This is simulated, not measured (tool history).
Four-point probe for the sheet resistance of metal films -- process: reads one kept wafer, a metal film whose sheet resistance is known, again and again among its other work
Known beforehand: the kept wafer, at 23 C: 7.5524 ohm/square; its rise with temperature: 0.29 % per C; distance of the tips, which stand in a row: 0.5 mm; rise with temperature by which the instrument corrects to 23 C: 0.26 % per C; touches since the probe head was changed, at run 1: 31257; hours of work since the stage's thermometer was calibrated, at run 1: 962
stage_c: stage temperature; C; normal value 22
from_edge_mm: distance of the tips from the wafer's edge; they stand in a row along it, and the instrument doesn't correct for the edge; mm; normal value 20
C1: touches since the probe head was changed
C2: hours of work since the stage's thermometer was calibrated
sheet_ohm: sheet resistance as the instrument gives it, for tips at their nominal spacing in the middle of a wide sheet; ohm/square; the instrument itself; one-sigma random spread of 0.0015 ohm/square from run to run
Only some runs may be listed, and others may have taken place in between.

run 1 hour=0 | stage_c=22 from_edge_mm=20 | C1=31257 C2=962 | sheet_ohm=7.540831
run 2 hour=29.5 | stage_c=23 from_edge_mm=20 | C1=31789 C2=980 | sheet_ohm=7.543477
run 3 hour=83 | stage_c=23 from_edge_mm=20 | C1=32756 C2=1011 | sheet_ohm=7.540393
run 4 hour=124.6 | stage_c=23 from_edge_mm=20 | C1=33507 C2=1036 | sheet_ohm=7.5377
run 5 hour=159.1 | stage_c=22 from_edge_mm=41 | C1=34130 C2=1057 | sheet_ohm=7.534661
run 6 hour=188.7 | stage_c=22 from_edge_mm=20 | C1=34664 C2=1074 | sheet_ohm=7.536974
run 7 hour=241.9 | stage_c=22 from_edge_mm=20 | C1=35624 C2=1106 | sheet_ohm=7.538069
run 8 hour=281.5 | stage_c=22 from_edge_mm=19 | C1=36338 C2=1129 | sheet_ohm=7.535908
run 9 hour=318.3 | stage_c=22 from_edge_mm=19 | C1=37003 C2=1151 | sheet_ohm=7.536443
run 10 hour=352.4 | stage_c=26 from_edge_mm=19 | C1=37619 C2=1171 | sheet_ohm=7.542457
run 11 hour=391.9 | stage_c=26 from_edge_mm=5 | C1=38331 C2=1195 | sheet_ohm=7.581324
run 12 hour=437.8 | stage_c=26 from_edge_mm=5 | C1=39161 C2=1222 | sheet_ohm=7.58047
run 13 hour=486.4 | stage_c=26 from_edge_mm=5 | C1=40038 C2=1251 | sheet_ohm=7.581393
run 14 hour=522.1 | stage_c=33 from_edge_mm=39 | C1=40683 C2=1272 | sheet_ohm=7.556351
-- hour=525.7 stage's thermometer calibrated
run 15 hour=551.3 | stage_c=33 from_edge_mm=39 | C1=41199 C2=15 | sheet_ohm=7.553321
run 16 hour=598.8 | stage_c=31 from_edge_mm=8 | C1=42057 C2=43 | sheet_ohm=7.564888
-- hour=606.7 stage's thermometer calibrated, once more
run 17 hour=636.7 | stage_c=31 from_edge_mm=8 | C1=42732 C2=18 | sheet_ohm=7.573769
run 18 hour=685.7 | stage_c=31 from_edge_mm=8 | C1=43617 C2=47 | sheet_ohm=7.575912
run 19 hour=735.6 | stage_c=20 from_edge_mm=20 | C1=44518 C2=77 | sheet_ohm=7.535446
run 20 hour=778.9 | stage_c=20 from_edge_mm=20 | C1=45300 C2=102 | sheet_ohm=7.536315
run 21 hour=819.6 | stage_c=22 from_edge_mm=14 | C1=46034 C2=127 | sheet_ohm=7.541878
run 22 hour=861.5 | stage_c=21 from_edge_mm=12 | C1=46791 C2=151 | sheet_ohm=7.542114
run 23 hour=901.2 | stage_c=19 from_edge_mm=18 | C1=47508 C2=175 | sheet_ohm=7.53353
run 24 hour=923.1 | stage_c=19 from_edge_mm=18 | C1=47902 C2=188 | sheet_ohm=7.53384

For run 25, what comes out?
run 25 hour=960 | stage_c=19 from_edge_mm=18 | C1=48568 C2=210 | sheet_ohm=?

{"run 25": {"sheet_ohm": 7.531178}}
Had the tool carried no hidden state, the very same run would have given sheet_ohm 7.544363 ohm/square.
